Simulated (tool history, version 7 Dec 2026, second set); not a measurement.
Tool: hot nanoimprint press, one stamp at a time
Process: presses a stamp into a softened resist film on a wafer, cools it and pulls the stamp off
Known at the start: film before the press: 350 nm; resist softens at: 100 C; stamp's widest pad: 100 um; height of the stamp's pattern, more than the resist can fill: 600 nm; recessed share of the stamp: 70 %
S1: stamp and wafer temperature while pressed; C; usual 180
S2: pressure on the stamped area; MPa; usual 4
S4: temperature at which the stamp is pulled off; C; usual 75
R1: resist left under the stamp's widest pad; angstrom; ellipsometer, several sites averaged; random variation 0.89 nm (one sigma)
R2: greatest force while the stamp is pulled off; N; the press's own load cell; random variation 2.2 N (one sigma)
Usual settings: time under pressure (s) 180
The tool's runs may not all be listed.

Run 1, day 0: usual settings. Result: R1 1658 angstrom, R2 117 N.
Run 2, day 1.696: usual settings. Result: R1 1671 angstrom, R2 119 N.
Run 3, day 3.642: usual settings. Result: R1 1664 angstrom, R2 116 N.
Run 4, day 5.583: usual settings. Result: R1 1681 angstrom, R2 123 N.
At day 6.938: stamp cleaned and given a new release coat.
Run 5, day 7.158: usual settings but time under pressure (s) 125. Result: R1 1927 angstrom, R2 106 N.
Run 6, day 9.758: usual settings but time under pressure (s) 125. Result: R1 1952 angstrom, R2 109 N.
Run 7, day 12.35: usual settings. Result: R1 1727 angstrom, R2 115 N.
Run 8, day 14.908: usual settings. Result: R1 1716 angstrom, R2 119 N.
Run 9, day 17.092: usual settings but S1 171 C, time under pressure (s) 128. Result: R1 2617 angstrom, R2 115 N.
Run 10, day 19.392: usual settings but S1 171 C, time under pressure (s) 130, S4 72 C. Result: R1 2633 angstrom, R2 130 N.
At day 19.929: press's hydraulic seals changed and the load cell set to zero.
Run 11, day 21.779: usual settings but S1 171 C, time under pressure (s) 130, S4 72 C. Result: R1 2605 angstrom, R2 127 N.
At day 22.925: stamp cleaned and given a new release coat.
Run 12, day 23.521: usual settings but S1 171 C, time under pressure (s) 130, S4 72 C. Result: R1 2619 angstrom, R2 116 N.

Forecast run 13:
Run 13, day 25.612: usual settings but S1 171 C, time under pressure (s) 119, S4 61 C. Result: R1 ?, R2 ?.

Run 13 gave R1 2667 angstrom, R2 136 N.
Without the tool's hidden state the same run would have given R1 2576 angstrom, R2 129 N.
